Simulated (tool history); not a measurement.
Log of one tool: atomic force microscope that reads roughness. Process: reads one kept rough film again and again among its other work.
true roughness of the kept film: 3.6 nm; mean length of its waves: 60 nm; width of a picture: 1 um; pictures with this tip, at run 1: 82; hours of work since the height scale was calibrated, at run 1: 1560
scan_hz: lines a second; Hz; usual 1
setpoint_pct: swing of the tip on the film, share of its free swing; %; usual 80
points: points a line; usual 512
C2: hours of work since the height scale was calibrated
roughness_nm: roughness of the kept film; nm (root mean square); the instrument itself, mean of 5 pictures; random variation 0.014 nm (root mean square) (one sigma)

Run 1, day 0: usual settings; pictures with this tip 82; C2 1560. Result: roughness_nm 3.207 nm (root mean square).
At day 0.475: new tip fitted.
Run 2, day 1.946: usual settings; pictures with this tip 68; C2 1591. Result: roughness_nm 3.173 nm (root mean square).
At day 2.846: new tip fitted.
Run 3, day 4.554: usual settings; pictures with this tip 79; C2 1633. Result: roughness_nm 3.176 nm (root mean square).
At day 5.079: new tip fitted.
Run 4, day 6.117: usual settings but points 776; pictures with this tip 47; C2 1657. Result: roughness_nm 3.197 nm (root mean square).
At day 7.375: new tip fitted.
Run 5, day 8.296: usual settings; pictures with this tip 43; C2 1692. Result: roughness_nm 3.227 nm (root mean square).
At day 9.746: new tip fitted.
Run 6, day 11.271: usual settings; pictures with this tip 70; C2 1740. Result: roughness_nm 3.181 nm (root mean square).
At day 12.042: new tip fitted.
Run 7, day 12.733: usual settings; pictures with this tip 31; C2 1763. Result: roughness_nm 3.259 nm (root mean square).

Run 8 comes next. What will it give?
At day 14.45: new tip fitted.
Run 8, day 15.467: usual settings but scan_hz 3.58 Hz, setpoint_pct 70 %; pictures with this tip 47; C2 1807. Result: roughness_nm ?.

{"run 8": {"roughness_nm": 3.023}}
Without the tool's hidden state the same run would have given roughness_nm 3.141 nm (root mean square).
